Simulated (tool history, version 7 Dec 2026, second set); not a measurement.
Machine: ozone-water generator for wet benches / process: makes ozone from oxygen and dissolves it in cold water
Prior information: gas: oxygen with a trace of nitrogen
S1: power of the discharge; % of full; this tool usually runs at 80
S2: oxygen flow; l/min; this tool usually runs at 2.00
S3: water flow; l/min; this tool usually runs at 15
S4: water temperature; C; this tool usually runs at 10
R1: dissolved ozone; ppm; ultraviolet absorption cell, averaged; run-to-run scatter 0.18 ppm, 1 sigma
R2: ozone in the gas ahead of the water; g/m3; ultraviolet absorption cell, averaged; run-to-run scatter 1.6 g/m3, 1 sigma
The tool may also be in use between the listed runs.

run 1 hour=0.0 | S1=80 S2=2.00 S3=15 S4=10 | R1=24.2 R2=308.7
run 2 hour=99.7 | S1=80 S2=2.00 S3=15 S4=10 | R1=24.3 R2=305.6
-- hour=147.8 contactor cleaned
run 3 hour=187.8 | S1=80 S2=2.00 S3=15 S4=10 | R1=24.1 R2=307.2
run 4 hour=287.1 | S1=80 S2=2.00 S3=15 S4=10 | R1=24.2 R2=306.1
run 5 hour=395.5 | S1=80 S2=2.00 S3=15 S4=10 | R1=23.8 R2=303.8
run 6 hour=540.4 | S1=54 S2=2.00 S3=15 S4=10 | R1=17.8 R2=227.7
run 7 hour=691.3 | S1=80 S2=2.00 S3=15 S4=10 | R1=24.0 R2=307.3
run 8 hour=799.9 | S1=80 S2=2.00 S3=15 S4=10 | R1=23.9 R2=307.1
run 9 hour=941.0 | S1=80 S2=2.00 S3=15 S4=10 | R1=24.3 R2=306.2
run 10 hour=1087.7 | S1=80 S2=2.00 S3=15 S4=10 | R1=24.1 R2=308.2
run 11 hour=1192.7 | S1=80 S2=2.00 S3=21 S4=10 | R1=17.3 R2=309.4
run 12 hour=1364.1 | S1=80 S2=2.00 S3=15 S4=10 | R1=24.0 R2=304.8
run 13 hour=1531.8 | S1=80 S2=2.00 S3=15 S4=10 | R1=24.0 R2=305.2
run 14 hour=1614.0 | S1=80 S2=2.00 S3=15 S4=10 | R1=24.2 R2=309.8
run 15 hour=1728.0 | S1=80 S2=2.00 S3=15 S4=10 | R1=24.2 R2=305.7
run 16 hour=1814.5 | S1=80 S2=2.00 S3=15 S4=6 | R1=25.0 R2=305.7
run 17 hour=1911.5 | S1=80 S2=1.36 S3=15 S4=10 | R1=23.2 R2=394.0
run 18 hour=2047.5 | S1=80 S2=2.00 S3=9 S4=10 | R1=37.2 R2=307.9
run 19 hour=2126.9 | S1=80 S2=2.00 S3=9 S4=10 | R1=37.1 R2=309.9
run 20 hour=2280.5 | S1=80 S2=2.00 S3=9 S4=10 | R1=37.1 R2=307.1
run 21 hour=2454.6 | S1=80 S2=2.00 S3=23 S4=14 | R1=15.4 R2=304.8
run 22 hour=2588.1 | S1=87 S2=1.83 S3=10 S4=9 | R1=36.6 R2=348.5
run 23 hour=2666.1 | S1=52 S2=2.00 S3=15 S4=10 | R1=17.4 R2=218.1
run 24 hour=2834.9 | S1=89 S2=2.23 S3=11 S4=7 | R1=35.3 R2=307.9
run 25 hour=2987.8 | S1=87 S2=2.84 S3=12 S4=16 | R1=29.1 R2=257.6
run 26 hour=3082.9 | S1=59 S2=1.84 S3=13 S4=14 | R1=21.0 R2=256.2
run 27 hour=3205.6 | S1=76 S2=3.26 S3=14 S4=7 | R1=25.5 R2=210.4
run 28 hour=3374.8 | S1=53 S2=2.00 S3=15 S4=10 | R1=17.1 R2=221.4
run 29 hour=3502.2 | S1=53 S2=2.00 S3=18 S4=13 | R1=14.2 R2=224.3

Branching from run 29: 3 alternative next runs. What would each branch give?
run A hour=3670.0 | S1=45 S2=1.27 S3=15 S4=7 | R1=? R2=?
run B hour=3670.0 | S1=51 S2=2.00 S3=9 S4=14 | R1=? R2=?
run C hour=3670.0 | S1=53 S2=2.00 S3=18 S4=16 | R1=? R2=?

run=A R1=14.9 R2=263.8
run=B R1=24.7 R2=216.4
run=C R1=14.0 R2=223.0
With no hidden state in the tool, these same runs would have given:
run=A R1=14.9 R2=264.2
run=B R1=24.8 R2=216.7
run=C R1=14.1 R2=223.4
